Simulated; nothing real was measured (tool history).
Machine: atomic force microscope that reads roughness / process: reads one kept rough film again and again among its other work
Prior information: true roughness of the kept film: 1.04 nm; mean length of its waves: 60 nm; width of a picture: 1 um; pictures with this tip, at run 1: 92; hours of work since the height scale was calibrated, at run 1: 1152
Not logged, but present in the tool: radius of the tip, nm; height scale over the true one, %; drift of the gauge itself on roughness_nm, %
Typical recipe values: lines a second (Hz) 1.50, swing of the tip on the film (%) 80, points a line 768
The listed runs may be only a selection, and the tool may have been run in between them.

| run | day | lines a second (Hz) | swing of the tip on the film (%) | points a line | pictures with this tip | hours of work since the height scale was calibrated | roughness of the kept film (nm (root mean square)) |
|---|---|---|---|---|---|---|---|
| 1 | 0.000 | 1.50 | 80 | 768 | 92 | 1152 | 0.934 |
| 2 | 3.096 | 1.50 | 80 | 768 | 152 | 1182 | 0.927 |
|  | 3.571 | new tip fitted |
| 3 | 6.133 | 1.50 | 80 | 768 | 50 | 1211 | 0.939 |
| 4 | 8.854 | 1.50 | 80 | 768 | 102 | 1237 | 0.928 |
| 5 | 11.254 | 1.50 | 80 | 768 | 148 | 1261 | 0.925 |
|  | 12.117 | new tip fitted |
| 6 | 13.404 | 2.71 | 80 | 768 | 25 | 1281 | 0.890 |
| 7 | 15.288 | 0.58 | 80 | 768 | 61 | 1299 | 0.977 |
| 8 | 16.896 | 0.58 | 83 | 604 | 92 | 1315 | 0.969 |
| 9 | 20.112 | 0.55 | 55 | 604 | 154 | 1346 | 0.985 |
|  | 20.571 | new tip fitted |
| 10 | 22.025 | 1.47 | 55 | 325 | 28 | 1365 | 0.984 |
| 11 | 25.096 | 1.47 | 55 | 325 | 88 | 1394 | 0.982 |
| 12 | 27.162 | 1.47 | 55 | 325 | 127 | 1414 | 0.976 |
|  | 28.921 | new tip fitted |
| 13 | 30.396 | 1.50 | 71 | 768 | 28 | 1446 | 0.958 |
| 14 | 32.221 | 1.50 | 62 | 768 | 63 | 1463 | 0.972 |

Each row is a separate what-if for the run after 14, all from the same tool condition, not one after another. Results?
| A | 35.100 | 1.50 | 70 | 768 | 119 | 1491 | ? |
| B | 35.100 | 0.67 | 80 | 787 | 119 | 1491 | ? |
| C | 35.100 | 1.15 | 79 | 510 | 119 | 1491 | ? |

| run | roughness of the kept film (nm (root mean square)) |
|---|---|
| A | 0.953 |
| B | 0.961 |
| C | 0.939 |
Without the tool's hidden state the same runs would have given:
| run | roughness of the kept film (nm (root mean square)) |
|---|---|
| A | 0.985 |
| B | 0.993 |
| C | 0.970 |
